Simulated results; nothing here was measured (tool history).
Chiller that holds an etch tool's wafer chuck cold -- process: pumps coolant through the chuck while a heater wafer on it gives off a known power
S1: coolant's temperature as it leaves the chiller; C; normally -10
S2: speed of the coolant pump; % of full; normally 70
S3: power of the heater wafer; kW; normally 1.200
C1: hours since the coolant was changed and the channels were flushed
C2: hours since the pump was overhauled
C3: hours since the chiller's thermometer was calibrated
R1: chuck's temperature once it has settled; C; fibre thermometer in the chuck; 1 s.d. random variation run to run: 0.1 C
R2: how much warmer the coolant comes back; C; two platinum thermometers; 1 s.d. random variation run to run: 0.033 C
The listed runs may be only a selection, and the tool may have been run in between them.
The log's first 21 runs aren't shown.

run 22 hour=810.9 | S1=-10 S2=100 S3=1.200 | C1=4618 C2=1927 C3=1124 | R1=-1.9 R2=3.18
run 23 hour=854.2 | S1=-10 S2=100 S3=1.200 | C1=4661 C2=1970 C3=1168 | R1=-1.7 R2=3.26
run 24 hour=900.2 | S1=0 S2=77 S3=1.200 | C1=4707 C2=2016 C3=1214 | R1=9.9 R2=4.13
run 25 hour=952.1 | S1=-10 S2=98 S3=1.267 | C1=4759 C2=2068 C3=1266 | R1=-1.1 R2=3.48
run 26 hour=980.7 | S1=-6 S2=63 S3=0.957 | C1=4788 C2=2096 C3=1294 | R1=2.9 R2=3.99
run 27 hour=1024.6 | S1=-6 S2=63 S3=0.957 | C1=4832 C2=2140 C3=1338 | R1=3.0 R2=3.99
run 28 hour=1073.5 | S1=-12 S2=61 S3=1.782 | C1=4881 C2=2189 C3=1387 | R1=5.2 R2=7.52
run 29 hour=1096.6 | S1=-11 S2=70 S3=0.654 | C1=4904 C2=2212 C3=1410 | R1=-5.4 R2=2.56

Run 30 comes next. What will it give?
run 30 hour=1129.0 | S1=-11 S2=70 S3=0.654 | C1=4936 C2=2245 C3=1443 | R1=? R2=?

{"run 30": {"R1": -5.3, "R2": 2.56}}
Were there no unlogged condition in the tool, this run, its random variation unchanged, would have produced R1 -5.4 C, R2 2.37 C.

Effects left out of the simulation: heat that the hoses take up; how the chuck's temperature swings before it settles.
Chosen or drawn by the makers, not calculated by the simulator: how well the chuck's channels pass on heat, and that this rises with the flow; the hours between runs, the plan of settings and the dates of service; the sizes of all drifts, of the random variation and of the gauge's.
